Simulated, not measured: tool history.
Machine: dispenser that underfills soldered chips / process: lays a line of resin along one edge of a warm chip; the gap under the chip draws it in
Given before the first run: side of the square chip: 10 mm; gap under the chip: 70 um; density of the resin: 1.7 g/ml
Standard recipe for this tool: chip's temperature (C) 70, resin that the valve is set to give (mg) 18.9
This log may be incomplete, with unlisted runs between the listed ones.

| run | day | chip's temperature (C) | resin that the valve is set to give (mg) | time until the resin shows at the far edge (s) | resin that the valve gave (mg) |
|---|---|---|---|---|---|
| 1 | 0.000 | 70 | 18.9 | 77.5 | 18.58 |
|  | 0.038 | new syringe of resin |
| 2 | 0.229 | 70 | 18.9 | 58.2 | 18.56 |
|  | 0.450 | new syringe of resin |
| 3 | 0.542 | 70 | 18.9 | 50.1 | 18.41 |
|  | 0.708 | dispensing valve cleaned and set on the balance |
| 4 | 0.838 | 70 | 17.0 | 74.6 | 16.92 |
|  | 0.908 | new syringe of resin |
| 5 | 1.171 | 70 | 17.0 | 67.7 | 16.87 |
|  | 1.329 | new syringe of resin |
| 6 | 1.529 | 70 | 17.0 | 60.7 | 16.87 |
|  | 1.742 | new syringe of resin |
| 7 | 1.850 | 70 | 22.2 | 50.2 | 21.87 |
| 8 | 2.133 | 70 | 22.1 | 76.7 | 21.74 |
|  | 2.167 | new syringe of resin |
| 9 | 2.554 | 70 | 22.1 | 77.6 | 21.67 |
|  | 2.588 | new syringe of resin |
| 10 | 2.875 | 70 | 18.9 | 66.6 | 18.45 |
|  | 3.021 | dispensing valve cleaned and set on the balance |
|  | 3.050 | new syringe of resin |
| 11 | 3.308 | 70 | 18.9 | 63.8 | 18.91 |
|  | 3.467 | new syringe of resin |
| 12 | 3.604 | 70 | 18.9 | 52.4 | 18.80 |
|  | 3.879 | new syringe of resin |
| 13 | 3.942 | 70 | 18.9 | 46.9 | 18.71 |
| 14 | 4.262 | 70 | 18.9 | 74.8 | 18.68 |
|  | 4.304 | new syringe of resin |
| 15 | 4.475 | 70 | 18.9 | 56.4 | 18.63 |
| 16 | 4.642 | 70 | 18.9 | 69.9 | 18.60 |
|  | 4.721 | new syringe of resin |
| 17 | 4.900 | 70 | 18.9 | 58.5 | 18.50 |
|  | 5.138 | new syringe of resin |
|  | 5.346 | dispensing valve cleaned and set on the balance |
| 18 | 5.362 | 70 | 18.9 | 56.7 | 18.96 |
|  | 5.592 | new syringe of resin |
| 19 | 5.783 | 70 | 17.9 | 55.5 | 17.86 |
|  | 6.012 | new syringe of resin |
| 20 | 6.188 | 70 | 23.0 | 54.8 | 22.82 |
|  | 6.425 | new syringe of resin |
| 21 | 6.425 | 70 | 23.0 | 42.9 | 22.79 |
| 22 | 6.633 | 84 | 23.8 | 30.0 | 23.54 |
| 23 | 6.812 | 84 | 23.8 | 38.4 | 23.54 |
|  | 6.850 | new syringe of resin |
| 24 | 7.021 | 61 | 19.2 | 86.8 | 18.81 |
|  | 7.254 | new syringe of resin |
| 25 | 7.296 | 56 | 16.9 | 94.9 | 16.60 |
|  | 7.662 | dispensing valve cleaned and set on the balance |
|  | 7.712 | new syringe of resin |
| 26 | 7.762 | 80 | 18.9 | 29.8 | 18.88 |
| 27 | 7.996 | 60 | 18.2 | 110.5 | 18.15 |
|  | 8.146 | new syringe of resin |
| 28 | 8.317 | 70 | 19.9 | 55.9 | 19.78 |
|  | 8.567 | new syringe of resin |
| 29 | 8.571 | 74 | 18.3 | 36.3 | 18.18 |
| 30 | 8.917 | 69 | 16.4 | 77.6 | 16.21 |
|  | 8.996 | new syringe of resin |
| 31 | 9.325 | 71 | 16.4 | 67.0 | 16.08 |
|  | 9.400 | new syringe of resin |
| 32 | 9.696 | 71 | 16.4 | 64.2 | 16.01 |
|  | 9.821 | new syringe of resin |
| 33 | 9.929 | 81 | 23.8 | 28.7 | 23.25 |
|  | 9.996 | dispensing valve cleaned and set on the balance |
|  | 10.283 | new syringe of resin |
| 34 | 10.288 | 58 | 24.0 | 76.9 | 23.94 |

Measured less the same run without the tool's hidden state. The same run-to-run variation is in both; the gauge's scatter may not be:
Hidden conditions of the tool in this case: resin's viscosity, % of fresh resin's; dose that the valve gives, % of what is set; true chip temperature over the reading, C; drift of the gauge itself on fill_s, %; drift of the gauge itself on given_mg, %.
| run | time until the resin shows at the far edge (s) | resin that the valve gave (mg) |
|---|---|---|
| 1 | +32.0 | -0.35 |
| 2 | +13.7 | -0.40 |
| 3 | +5.6 | -0.47 |
| 4 | +28.5 | -0.05 |
| 5 | +21.5 | -0.11 |
| 6 | +14.8 | -0.18 |
| 7 | +5.9 | -0.31 |
| 8 | +32.0 | -0.38 |
| 9 | +32.0 | -0.48 |
| 10 | +21.1 | -0.48 |
| 11 | +19.3 | -0.04 |
| 12 | +8.0 | -0.11 |
| 13 | +1.8 | -0.17 |
| 14 | +29.8 | -0.25 |
| 15 | +10.6 | -0.28 |
| 16 | +25.4 | -0.32 |
| 17 | +12.5 | -0.37 |
| 18 | +11.8 | +0.03 |
| 19 | +11.8 | -0.04 |
| 20 | +10.1 | -0.16 |
| 21 | -2.0 | -0.22 |
| 22 | +6.9 | -0.28 |
| 23 | +15.6 | -0.33 |
| 24 | +15.5 | -0.30 |
| 25 | +1.4 | -0.32 |
| 26 | +1.2 | +0.02 |
| 27 | +34.5 | -0.03 |
| 28 | +10.2 | -0.11 |
| 29 | -1.5 | -0.14 |
| 30 | +28.4 | -0.19 |
| 31 | +23.3 | -0.27 |
| 32 | +20.6 | -0.34 |
| 33 | +2.9 | -0.54 |
| 34 | -4.4 | -0.08 |
